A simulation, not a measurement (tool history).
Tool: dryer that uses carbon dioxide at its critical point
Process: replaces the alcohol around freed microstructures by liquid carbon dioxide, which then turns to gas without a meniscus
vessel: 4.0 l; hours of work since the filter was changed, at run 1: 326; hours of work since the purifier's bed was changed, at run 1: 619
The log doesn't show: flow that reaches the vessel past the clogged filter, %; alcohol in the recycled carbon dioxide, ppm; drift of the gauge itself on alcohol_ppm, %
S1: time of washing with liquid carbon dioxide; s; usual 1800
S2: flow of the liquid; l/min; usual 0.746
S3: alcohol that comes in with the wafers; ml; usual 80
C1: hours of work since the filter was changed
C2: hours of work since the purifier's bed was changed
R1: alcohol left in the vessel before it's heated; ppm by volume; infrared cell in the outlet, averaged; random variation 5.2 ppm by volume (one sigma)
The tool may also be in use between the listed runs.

run    hour    S1     S2   S3   C1    C2   R1
  1     0.0  1800  0.746   80  326   619  190
  2    51.2  2460  0.746   80  366   659  109
  3    99.9  1800  0.746   80  405   697  204
  4   148.9  1800  0.746   35  443   736  164
      164.7  -- inlet filter changed
  5   185.5  1800  0.746   35   16   764  151
  6   247.5  1800  0.746   35   65   812  152
  7   280.0  1920  0.746   80   91   838  177
  8   315.6  1800  0.746   80  118   866  217
  9   371.2  1500  0.746   80  162   910  348
 10   423.4  1500  0.870   80  203   951  245
 11   483.8  1500  0.870   80  251   998  267
 12   511.8  1620  0.746   80  273  1020  315
 13   549.3  1800  0.746   86  302  1049  257
 14   588.4  1800  0.746   41  333  1080  220
      611.9  -- purifier's bed changed
 15   626.5  1620  0.746   41  360    11   88
 16   686.8  1800  0.746   24  408    59   46
 17   734.8  1800  0.746   24  445    96   55
      750.0  -- inlet filter changed
 18   799.1  1800  0.746   24   39   146   49
 19   851.0  1800  0.812   80   79   187   81
 20   907.6  1800  0.746   20  124   231   56
 21   948.5  1800  0.746   20  156   263   60
 22   996.5  1800  0.746   80  194   301  146
 23  1043.6  1800  0.746   80  231   338  148
 24  1072.5  1800  0.746   80  253   361  147
 25  1113.7  1320  0.746   80  286   393  471
 26  1171.1  1320  0.746  116  331   438  675
 27  1229.1  1800  1.059   80  376   484   81
 28  1257.5  1800  1.059   80  398   506   82
 29  1295.2  1380  0.520   24  428   536  451
     1332.4  -- inlet filter changed
 30  1347.6  1380  0.746   42   12   576  233
 31  1405.6  1800  1.155   38   57   622   80
 32  1468.9  2280  0.593   80  107   671  175
 33  1513.0  1440  0.772   22  142   706  154
 34  1559.2  1440  0.960   75  178   742  178
 35  1604.4  1440  0.960   75  214   778  181
 36  1639.0  1320  1.210   77  241   805  148
 37  1670.0  2160  1.229   80  265   829  113
 38  1732.0  1800  0.746   27  314   878  153
 39  1786.5  1800  0.500   27  357   921  324
 40  1841.2  2880  0.746   39  399   964  135
 41  1880.7  2400  0.602   25  430   995  163
     1915.9  -- inlet filter changed
 42  1918.4  2400  0.602   25    2  1023  153
 43  1956.4  1620  0.513   33   32  1053  413
 44  1991.3  1380  0.746   71   59  1081  407
     2012.7  -- purifier's bed changed
 45  2023.4  1380  0.746   71   82     8  269
 46  2063.4  1380  0.746   71  113    40  280
 47  2099.1  1260  0.766   80  141    68  420

Some steps in R1 between neighbouring runs. How much of each would the tool show without its hidden state too (settings, what came in, random variation), and how much is left for the hidden state, with any gauge scatter that isn't in both results?
Run 14 -> 15: S1 1800 -> 1620, purifier's bed changed. R1 -132 ppm by volume: hidden state -141, all else +9.
Run 24 -> 25: S1 1800 -> 1320. R1 +324 ppm by volume: hidden state +54, all else +270.
Run 26 -> 27: S1 1320 -> 1800, S2 0.746 -> 1.059, S3 116 -> 80. R1 -594 ppm by volume: hidden state -103, all else -491.
Run 28 -> 29: S1 1800 -> 1380, S2 1.059 -> 0.520, S3 80 -> 24. R1 +369 ppm by volume: hidden state +66, all else +303.
Run 44 -> 45: purifier's bed changed. R1 -138 ppm by volume: hidden state -132, all else -6.
